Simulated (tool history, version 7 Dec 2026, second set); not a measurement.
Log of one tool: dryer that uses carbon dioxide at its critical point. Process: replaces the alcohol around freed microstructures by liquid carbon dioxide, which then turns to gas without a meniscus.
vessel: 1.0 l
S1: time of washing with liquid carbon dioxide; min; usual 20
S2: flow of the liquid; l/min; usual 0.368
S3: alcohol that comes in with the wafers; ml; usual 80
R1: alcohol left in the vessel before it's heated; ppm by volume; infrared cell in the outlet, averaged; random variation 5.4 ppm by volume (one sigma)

Run 1, hour 0: usual settings. Result: R1 217 ppm by volume.
Run 2, hour 30.6: usual settings but S2 0.622 l/min. Result: R1 80 ppm by volume.
Run 3, hour 76.9: usual settings but S2 0.622 l/min. Result: R1 82 ppm by volume.
Run 4, hour 135.9: usual settings. Result: R1 229 ppm by volume.
Run 5, hour 185.1: usual settings. Result: R1 240 ppm by volume.
Run 6, hour 219.9: usual settings. Result: R1 256 ppm by volume.
Run 7, hour 290.6: usual settings but S1 23 min. Result: R1 162 ppm by volume.
Run 8, hour 362.1: usual settings but S1 23 min. Result: R1 167 ppm by volume.
Run 9, hour 424.1: usual settings but S1 23 min, S2 0.363 l/min. Result: R1 191 ppm by volume.
Run 10, hour 460.4: usual settings but S3 110 ml. Result: R1 418 ppm by volume.
Run 11, hour 495.6: usual settings but S3 110 ml. Result: R1 414 ppm by volume.
Run 12, hour 561.2: usual settings but S3 110 ml. Result: R1 432 ppm by volume.
Run 13, hour 629.5: usual settings but S3 110 ml. Result: R1 462 ppm by volume.
Run 14, hour 677.9: usual settings. Result: R1 388 ppm by volume.
Run 15, hour 722.1: usual settings. Result: R1 409 ppm by volume.
Run 16, hour 789.7: usual settings. Result: R1 429 ppm by volume.
At hour 810.8: inlet filter changed.
Run 17, hour 844: usual settings but S2 0.312 l/min. Result: R1 508 ppm by volume.
Run 18, hour 894.2: usual settings but S2 0.312 l/min. Result: R1 512 ppm by volume.
Run 19, hour 961.8: usual settings but S2 0.312 l/min. Result: R1 544 ppm by volume.
Run 20, hour 1016.5: usual settings but S1 21 min, S2 0.312 l/min. Result: R1 470 ppm by volume.
Run 21, hour 1056: usual settings but S1 21 min, S2 0.312 l/min. Result: R1 490 ppm by volume.
Run 22, hour 1105.4: usual settings but S1 21 min, S2 0.312 l/min. Result: R1 517 ppm by volume.
Run 23, hour 1167.2: usual settings. Result: R1 336 ppm by volume.
Run 24, hour 1231.4: usual settings. Result: R1 356 ppm by volume.
Run 25, hour 1281.8: usual settings but S2 0.47 l/min, S3 88 ml. Result: R1 210 ppm by volume.
Run 26, hour 1349.9: usual settings but S2 0.47 l/min, S3 88 ml. Result: R1 214 ppm by volume.
Run 27, hour 1409.8: usual settings but S3 108 ml. Result: R1 507 ppm by volume.
Run 28, hour 1466.3: usual settings but S3 108 ml. Result: R1 521 ppm by volume.
Run 29, hour 1500.7: usual settings but S2 0.306 l/min. Result: R1 878 ppm by volume.
Run 30, hour 1557.1: usual settings but S2 0.306 l/min. Result: R1 940 ppm by volume.
Run 31, hour 1621.4: usual settings but S2 0.306 l/min. Result: R1 997 ppm by volume.
At hour 1627: inlet filter changed.
Run 32, hour 1691.6: usual settings but S2 0.306 l/min. Result: R1 612 ppm by volume.
Run 33, hour 1742.3: usual settings but S2 0.367 l/min, S3 52 ml. Result: R1 288 ppm by volume.
Run 34, hour 1809.2: usual settings but S1 27 min, S3 45 ml. Result: R1 198 ppm by volume.
Run 35, hour 1868.4: usual settings but S1 31 min, S2 0.482 l/min, S3 22 ml. Result: R1 183 ppm by volume.
Run 36, hour 1902.8: usual settings but S1 31 min, S2 0.482 l/min, S3 22 ml. Result: R1 195 ppm by volume.
Run 37, hour 1965.3: usual settings but S1 26 min, S2 0.355 l/min, S3 22 ml. Result: R1 208 ppm by volume.
Run 38, hour 2032.6: usual settings but S1 13 min, S3 109 ml. Result: R1 2393 ppm by volume.
Run 39, hour 2078.6: usual settings but S1 12 min, S2 0.317 l/min, S3 40 ml. Result: R1 2099 ppm by volume.
Run 40, hour 2118.9: usual settings but S1 12 min, S2 0.317 l/min, S3 40 ml. Result: R1 2120 ppm by volume.
Run 41, hour 2188.9: usual settings but S1 14 min, S3 64 ml. Result: R1 1261 ppm by volume.
Run 42, hour 2250.1: usual settings but S1 12 min, S2 0.338 l/min, S3 25 ml. Result: R1 1271 ppm by volume.
Run 43, hour 2309.7: usual settings but S1 32 min, S2 0.484 l/min, S3 61 ml. Result: R1 224 ppm by volume.
At hour 2330.7: purifier's bed changed.
Run 44, hour 2353.9: usual settings but S1 16 min, S2 0.484 l/min, S3 61 ml. Result: R1 157 ppm by volume.
Run 45, hour 2401.8: usual settings but S1 16 min, S2 0.345 l/min, S3 65 ml. Result: R1 984 ppm by volume.
At hour 2446.4: inlet filter changed.
Run 46, hour 2460.5: usual settings but S2 0.246 l/min, S3 43 ml. Result: R1 633 ppm by volume.

5 ways to go on from here, each from the tool as it stands after run 46. What would each give?
Run A, hour 2531.9: usual settings but S1 18 min, S2 0.246 l/min, S3 69 ml. Result: R1 ?.
Run B, hour 2531.9: usual settings but S2 0.246 l/min, S3 75 ml. Result: R1 ?.
Run C, hour 2531.9: usual settings but S3 67 ml. Result: R1 ?.
Run D, hour 2531.9: usual settings but S3 46 ml. Result: R1 ?.
Run E, hour 2531.9: usual settings but S1 31 min, S2 0.623 l/min, S3 39 ml. Result: R1 ?.

run    R1
  A  1567
  B  1156
  C   142
  D    96
  E    19
Without the tool's hidden state the same runs would have given:
run    R1
  A  1454
  B  1061
  C   117
  D    74
  E     5
